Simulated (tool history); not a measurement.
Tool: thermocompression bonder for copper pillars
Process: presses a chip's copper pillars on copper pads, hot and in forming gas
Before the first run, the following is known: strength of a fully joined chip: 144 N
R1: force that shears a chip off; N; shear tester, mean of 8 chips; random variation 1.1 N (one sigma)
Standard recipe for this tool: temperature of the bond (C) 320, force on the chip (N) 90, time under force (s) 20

run 1 day=0 | temperature_of_the_bond_(C)=320 force_on_the_chip_(N)=90 time_under_force_(s)=20 | R1=88.5
run 2 day=1.167 | temperature_of_the_bond_(C)=320 force_on_the_chip_(N)=90 time_under_force_(s)=20 | R1=86.4
run 3 day=1.888 | temperature_of_the_bond_(C)=294 force_on_the_chip_(N)=90 time_under_force_(s)=20 | R1=65.4
run 4 day=2.429 | temperature_of_the_bond_(C)=320 force_on_the_chip_(N)=90 time_under_force_(s)=28 | R1=94.7
run 5 day=3.233 | temperature_of_the_bond_(C)=320 force_on_the_chip_(N)=90 time_under_force_(s)=28 | R1=92
run 6 day=3.971 | temperature_of_the_bond_(C)=320 force_on_the_chip_(N)=90 time_under_force_(s)=28 | R1=93.1
-- day=4.092 forming gas filter changed
run 7 day=5.154 | temperature_of_the_bond_(C)=320 force_on_the_chip_(N)=90 time_under_force_(s)=20 | R1=91.1
run 8 day=5.788 | temperature_of_the_bond_(C)=320 force_on_the_chip_(N)=90 time_under_force_(s)=20 | R1=89.3
run 9 day=6.475 | temperature_of_the_bond_(C)=320 force_on_the_chip_(N)=90 time_under_force_(s)=20 | R1=90.8
run 10 day=7.217 | temperature_of_the_bond_(C)=334 force_on_the_chip_(N)=118 time_under_force_(s)=25 | R1=120.1
run 11 day=8.017 | temperature_of_the_bond_(C)=316 force_on_the_chip_(N)=100 time_under_force_(s)=20 | R1=89
-- day=8.233 force cell calibrated
run 12 day=9.142 | temperature_of_the_bond_(C)=328 force_on_the_chip_(N)=97 time_under_force_(s)=19 | R1=101.2
run 13 day=9.867 | temperature_of_the_bond_(C)=328 force_on_the_chip_(N)=97 time_under_force_(s)=19 | R1=100.1
run 14 day=10.55 | temperature_of_the_bond_(C)=328 force_on_the_chip_(N)=97 time_under_force_(s)=19 | R1=97
run 15 day=11.717 | temperature_of_the_bond_(C)=311 force_on_the_chip_(N)=100 time_under_force_(s)=33 | R1=100.2

Here are 4 independent what-if runs from the current tool condition. What would each one return?
run A day=12.667 | temperature_of_the_bond_(C)=310 force_on_the_chip_(N)=55 time_under_force_(s)=30 | R1=?
run B day=12.667 | temperature_of_the_bond_(C)=347 force_on_the_chip_(N)=80 time_under_force_(s)=20 | R1=?
run C day=12.667 | temperature_of_the_bond_(C)=333 force_on_the_chip_(N)=90 time_under_force_(s)=31 | R1=?
run D day=12.667 | temperature_of_the_bond_(C)=340 force_on_the_chip_(N)=86 time_under_force_(s)=21 | R1=?

run=A R1=67
run=B R1=101.1
run=C R1=110.1
run=D R1=102.2
Take away the tool's hidden state, keep each run's random variation, and the runs would have read:
run=A R1=72.8
run=B R1=107.6
run=C R1=116.9
run=D R1=108.9
